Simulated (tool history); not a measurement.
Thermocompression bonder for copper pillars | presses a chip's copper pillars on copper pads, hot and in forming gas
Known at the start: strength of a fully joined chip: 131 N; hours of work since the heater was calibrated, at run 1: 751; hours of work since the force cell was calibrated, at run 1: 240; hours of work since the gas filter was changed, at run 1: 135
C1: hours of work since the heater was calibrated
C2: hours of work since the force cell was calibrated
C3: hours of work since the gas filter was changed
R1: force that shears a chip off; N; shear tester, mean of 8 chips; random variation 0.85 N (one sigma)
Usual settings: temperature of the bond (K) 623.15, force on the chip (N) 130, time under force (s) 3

{"run": 1, "day": 0.0, "temperature of the bond (K)": 623.15, "force on the chip (N)": 130, "time under force (s)": 3, "C1": 751, "C2": 240, "C3": 135, "R1": 59.2}
{"run": 2, "day": 1.412, "temperature of the bond (K)": 623.15, "force on the chip (N)": 130, "time under force (s)": 3, "C1": 768, "C2": 257, "C3": 152, "R1": 60.0}
{"run": 3, "day": 2.667, "temperature of the bond (K)": 623.15, "force on the chip (N)": 130, "time under force (s)": 3, "C1": 783, "C2": 273, "C3": 167, "R1": 57.1}
{"run": 4, "day": 4.671, "temperature of the bond (K)": 623.15, "force on the chip (N)": 130, "time under force (s)": 3, "C1": 808, "C2": 297, "C3": 191, "R1": 57.7}
{"day": 5.483, "done": "forming gas filter changed"}
{"run": 5, "day": 7.096, "temperature of the bond (K)": 623.15, "force on the chip (N)": 130, "time under force (s)": 3, "C1": 837, "C2": 326, "C3": 20, "R1": 62.3}
{"run": 6, "day": 8.121, "temperature of the bond (K)": 623.15, "force on the chip (N)": 130, "time under force (s)": 3, "C1": 849, "C2": 339, "C3": 32, "R1": 61.7}
{"run": 7, "day": 10.183, "temperature of the bond (K)": 623.15, "force on the chip (N)": 130, "time under force (s)": 3, "C1": 874, "C2": 364, "C3": 57, "R1": 60.7}
{"run": 8, "day": 11.812, "temperature of the bond (K)": 623.15, "force on the chip (N)": 130, "time under force (s)": 3, "C1": 894, "C2": 383, "C3": 77, "R1": 59.8}
{"run": 9, "day": 14.142, "temperature of the bond (K)": 620.15, "force on the chip (N)": 130, "time under force (s)": 3, "C1": 922, "C2": 412, "C3": 105, "R1": 58.0}
{"run": 10, "day": 15.375, "temperature of the bond (K)": 623.15, "force on the chip (N)": 130, "time under force (s)": 3, "C1": 937, "C2": 427, "C3": 120, "R1": 59.4}
{"run": 11, "day": 17.792, "temperature of the bond (K)": 623.15, "force on the chip (N)": 137, "time under force (s)": 7, "C1": 967, "C2": 456, "C3": 149, "R1": 80.8}
{"run": 12, "day": 19.612, "temperature of the bond (K)": 637.15, "force on the chip (N)": 130, "time under force (s)": 3, "C1": 989, "C2": 478, "C3": 171, "R1": 65.1}
{"run": 13, "day": 21.571, "temperature of the bond (K)": 623.15, "force on the chip (N)": 85, "time under force (s)": 5, "C1": 1012, "C2": 502, "C3": 195, "R1": 41.6}
{"day": 21.938, "done": "forming gas filter changed"}
{"run": 14, "day": 23.479, "temperature of the bond (K)": 623.15, "force on the chip (N)": 116, "time under force (s)": 2, "C1": 1035, "C2": 525, "C3": 19, "R1": 45.2}

Run 15 comes next. What will it give?
{"run": 15, "day": 25.379, "temperature of the bond (K)": 652.15, "force on the chip (N)": 174, "time under force (s)": 2, "C1": 1058, "C2": 548, "C3": 42, "R1": "?"}

Run 15 gave R1 90.2 N.
Without the tool's hidden state the same run would have given R1 99.7 N.

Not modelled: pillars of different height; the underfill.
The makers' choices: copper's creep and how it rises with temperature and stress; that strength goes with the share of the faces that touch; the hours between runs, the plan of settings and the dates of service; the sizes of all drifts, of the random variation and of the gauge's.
